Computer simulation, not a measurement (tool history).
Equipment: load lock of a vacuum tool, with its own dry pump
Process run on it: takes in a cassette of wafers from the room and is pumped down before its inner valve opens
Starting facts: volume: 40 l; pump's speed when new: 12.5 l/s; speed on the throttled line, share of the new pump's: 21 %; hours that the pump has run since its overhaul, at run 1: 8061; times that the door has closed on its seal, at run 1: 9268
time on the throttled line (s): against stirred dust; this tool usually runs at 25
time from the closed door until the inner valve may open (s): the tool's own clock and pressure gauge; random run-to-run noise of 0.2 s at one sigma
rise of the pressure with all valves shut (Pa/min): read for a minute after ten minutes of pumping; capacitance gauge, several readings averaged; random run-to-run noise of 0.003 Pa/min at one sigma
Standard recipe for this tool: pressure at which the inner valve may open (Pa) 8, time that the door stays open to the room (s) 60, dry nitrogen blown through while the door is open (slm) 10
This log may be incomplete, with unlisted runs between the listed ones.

run    hour  time on the throttled line (s)  pressure at which the inner valve may open (Pa)  time that the door stays open to the room (s)  dry nitrogen blown through while the door is open (slm)  hours that the pump has run since its overhaul  times that the door has closed on its seal  incoming humidity of the room's air, %  time from the closed door until the inner valve may open (s)  rise of the pressure with all valves shut (Pa/min)
  1       0                              25                                                8                                             60                                                       10                                            8061                                        9268                                    47.4                                                          51.7                                               0.172
  2   306.1                              25                                                8                                             60                                                       10                                            8367                                       10026                                      46                                                          51.6                                               0.186
  3   658.2                              25                                                8                                             60                                                       10                                            8720                                       10896                                    44.4                                                          51.7                                               0.198
  4  1024.7                              25                                                8                                             60                                                       43                                            9086                                       11803                                    44.6                                                          51.6                                               0.203
  5  1280.5                              25                                                8                                             54                                                       43                                            9342                                       12436                                    44.8                                                          51.8                                               0.215
  6  1491.8                              25                                                8                                             54                                                       43                                            9553                                       12958                                    46.9                                                          51.6                                               0.221
  7  1822.7                              25                                                8                                             60                                                       10                                            9884                                       13777                                    48.7                                                            52                                               0.271
  8    2175                              25                                                8                                             60                                                       10                                           10236                                       14649                                    46.2                                                            52                                               0.288
  9    2486                              25                                                8                                             60                                                       10                                           10547                                       15418                                    44.3                                                          52.2                                               0.303
 10  2713.9                              25                                                8                                             60                                                       10                                           10775                                       15982                                    45.5                                                          51.8                                                0.33
 11  3046.2                              25                                                8                                             60                                                       10                                           11108                                       16804                                    48.3                                                            52                                               0.346
 12    3332                              25                                                8                                             60                                                       10                                           11393                                       17511                                    45.6                                                          52.1                                               0.364
 13  3667.4                              25                                                8                                             60                                                       10                                           11729                                       18340                                    45.7                                                          52.3                                               0.377
 14  3866.5                              25                                                8                                             60                                                       10                                           11928                                       18833                                    41.4                                                          52.3                                               0.389
 15  4269.1                              25                                                8                                             60                                                       10                                           12330                                       19829                                    46.6                                                          52.5                                               0.426
 16  4562.6                              25                                                8                                             60                                                       10                                           12624                                       20555                                    42.8                                                          52.2                                               0.442
 17    4900                              25                                                8                                             60                                                       10                                           12961                                       21389                                    47.9                                                          52.2                                               0.474
 18  5127.3                              25                                                8                                             60                                                       36                                           13189                                       21952                                    44.6                                                          52.3                                               0.453
 19  5348.4                              25                                                8                                             60                                                       29                                           13410                                       22499                                    44.6                                                          52.6                                               0.485
 20  5589.4                              25                                                7                                            118                                                       29                                           13651                                       23095                                    43.3                                                          53.4                                               0.518
 21    5945                              25                                                7                                            118                                                       29                                           14006                                       23974                                    45.6                                                            53                                               0.548
 22  6137.6                              25                                                8                                            189                                                       18                                           14199                                       24451                                    47.5                                                          52.6                                               0.575
 23    6516                              26                                                8                                            102                                                       18                                           14577                                       25387                                    46.7                                                          53.7                                               0.617
 24  6693.6                              15                                                9                                             45                                                       20                                           14755                                       25826                                    45.4                                                          44.3                                               0.607
       6817  -- door's seal changed, seat wiped
 25  6943.9                              25                                                8                                            118                                                       10                                           15004                                         314                                    48.3                                                          52.7                                               0.068
 26  7207.5                              25                                                8                                            124                                                       10                                           15267                                         966                                    43.2                                                          52.6                                               0.065
 27  7596.2                              25                                                8                                            124                                                       10                                           15656                                        1927                                    43.6                                                          52.9                                               0.075
 28  7961.4                              15                                                9                                            124                                                       10                                           16021                                        2831                                    43.3                                                          44.3                                               0.087
 29  8281.1                              43                                                9                                            124                                                        6                                           16341                                        3621                                      44                                                          66.5                                               0.104
 30  8684.5                              43                                                9                                            160                                                        7                                           16744                                        4619                                      46                                                          66.1                                               0.124
 31  8943.8                              25                                                7                                             43                                                       10                                           17004                                        5261                                    42.4                                                          53.4                                               0.088

Expected results for the next run?
 32  9317.7                              33                                                8                                             60                                                       10                                           17378                                        6185                                    46.4                                                             ?                                                   ?

time from the closed door until the inner valve may open (s): 59.4
rise of the pressure with all valves shut (Pa/min): 0.107
Without the tool's hidden state the same run would have given time from the closed door until the inner valve may open (s) 56.9, rise of the pressure with all valves shut (Pa/min) 0.046.
